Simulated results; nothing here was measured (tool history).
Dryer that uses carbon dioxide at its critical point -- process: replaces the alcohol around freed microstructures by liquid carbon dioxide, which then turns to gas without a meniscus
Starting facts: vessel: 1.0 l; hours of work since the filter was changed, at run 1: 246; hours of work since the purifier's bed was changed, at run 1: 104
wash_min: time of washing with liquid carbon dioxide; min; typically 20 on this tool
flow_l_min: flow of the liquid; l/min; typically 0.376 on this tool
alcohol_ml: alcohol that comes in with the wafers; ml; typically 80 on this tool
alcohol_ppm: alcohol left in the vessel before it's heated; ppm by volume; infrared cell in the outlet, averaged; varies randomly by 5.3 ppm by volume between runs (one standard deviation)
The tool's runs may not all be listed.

| run | hour | wash_min | flow_l_min | alcohol_ml | hours of work since the filter was changed | hours of work since the purifier's bed was changed | alcohol_ppm |
|---|---|---|---|---|---|---|---|
| 1 | 0 | 20 | 0.376 | 80 | 246 | 104 | 230 |
| 2 | 11.8 | 20 | 0.376 | 80 | 254 | 112 | 244 |
| 3 | 28.6 | 20 | 0.376 | 80 | 265 | 123 | 250 |
| 4 | 41.8 | 20 | 0.376 | 80 | 274 | 132 | 260 |
| 5 | 54.3 | 20 | 0.376 | 80 | 282 | 140 | 274 |
| 6 | 64.9 | 20 | 0.376 | 49 | 290 | 147 | 183 |
| 7 | 73.7 | 20 | 0.376 | 49 | 296 | 153 | 200 |
| 8 | 82.1 | 20 | 0.376 | 80 | 301 | 159 | 284 |
| 9 | 92.2 | 20 | 0.376 | 80 | 308 | 166 | 284 |
| 10 | 99.6 | 20 | 0.376 | 80 | 313 | 171 | 291 |
| 11 | 115.6 | 16 | 0.376 | 80 | 324 | 181 | 757 |
| 12 | 132.7 | 20 | 0.376 | 46 | 335 | 193 | 219 |
| 13 | 148.3 | 20 | 0.376 | 46 | 346 | 203 | 225 |
| 14 | 157.8 | 13 | 0.376 | 46 | 352 | 210 | 1077 |
| 15 | 170.3 | 13 | 0.376 | 46 | 361 | 218 | 1112 |
| 16 | 184.1 | 22 | 0.597 | 23 | 370 | 228 | 113 |
| 17 | 201.6 | 22 | 0.597 | 23 | 382 | 239 | 127 |
| 18 | 210.3 | 13 | 0.371 | 80 | 388 | 245 | 2010 |
| 19 | 227.1 | 20 | 0.57 | 52 | 399 | 256 | 131 |
| 20 | 244.6 | 16 | 0.47 | 33 | 411 | 268 | 234 |
| 21 | 258.7 | 16 | 0.47 | 32 | 420 | 278 | 241 |
| 22 | 273.5 | 14 | 0.4 | 39 | 430 | 288 | 652 |

Predict each of these 4 candidate next runs independently; none follows another, all start after run 22:
| A | 283.1 | 20 | 0.274 | 106 | 437 | 294 | ? |
| B | 283.1 | 14 | 0.4 | 113 | 437 | 294 | ? |
| C | 283.1 | 28 | 0.291 | 78 | 437 | 294 | ? |
| D | 283.1 | 27 | 0.292 | 40 | 437 | 294 | ? |

| run | alcohol_ppm |
|---|---|
| A | 1621 |
| B | 1623 |
| C | 287 |
| D | 224 |
Stripped of hidden state, with their random variation kept, the same runs would have yielded:
| run | alcohol_ppm |
|---|---|
| A | 875 |
| B | 867 |
| C | 71 |
| D | 34 |
